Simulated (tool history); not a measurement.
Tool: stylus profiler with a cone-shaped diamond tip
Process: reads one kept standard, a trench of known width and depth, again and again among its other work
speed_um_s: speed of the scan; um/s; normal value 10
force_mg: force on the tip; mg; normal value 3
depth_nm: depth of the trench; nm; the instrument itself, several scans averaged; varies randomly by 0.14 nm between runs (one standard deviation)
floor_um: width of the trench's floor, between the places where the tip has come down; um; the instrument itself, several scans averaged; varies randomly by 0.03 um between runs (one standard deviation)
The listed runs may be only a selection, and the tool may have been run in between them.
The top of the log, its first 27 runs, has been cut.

run    hour  speed_um_s  force_mg  scans with this tip  hours of work since the height scale was calibrated  depth_nm  floor_um
 28     775           2      3.23                 6683                                                  457    507.12     17.34
 29   813.5          34      5.69                 6940                                                  475     510.5     17.31
 30     848          11      1.19                 7170                                                  491    503.68     17.29
 31   875.6          11      1.19                 7353                                                  503    503.55     17.31
 32   910.7          40      1.19                 7587                                                  519     503.6     17.22
 33   940.6          40      1.19                 7786                                                  533    503.36     17.23
 34   977.7          32      1.19                 8033                                                  550    503.61     17.23
 35  1007.1           2       6.6                 8229                                                  563    511.34     17.35
 36  1029.5          10      1.33                 8378                                                  573    504.07     17.31
 37  1051.2          10      1.33                 8522                                                  583    504.06     17.27
 38  1086.8          10      1.33                 8759                                                  600    504.07     17.32
 39  1111.9           6      1.31                 8926                                                  611    503.81     17.29
 40  1148.6           8      1.59                 9171                                                  628    504.32     17.35
 41  1167.1          11      1.78                 9294                                                  636    504.59     17.35
 42  1187.5           3      5.66                 9430                                                  645    510.13     17.35
 43  1221.8           7      1.14                 9658                                                  661    503.71     17.31
 44  1237.9           7      5.35                 9765                                                  668    509.87     17.36
 45  1274.5           8       5.6                10009                                                  685    510.19     17.33
 46  1296.3           8       5.6                10154                                                  695    510.15     17.34

Below are 3 alternative next runs, each starting from the tool's condition after run 46. Predict each:
  A  1318           2         3                10298                                                  705         ?         ?
  B  1318          11      1.12                10298                                                  705         ?         ?
  C  1318          26      1.25                10298                                                  705         ?         ?

run  depth_nm  floor_um
  A    506.67     17.35
  B    503.66      17.3
  C    503.79     17.32
Had the tool no hidden state, the same runs would have come out as:
run  depth_nm  floor_um
  A     506.7     17.36
  B    503.69     17.31
  C    503.81     17.33
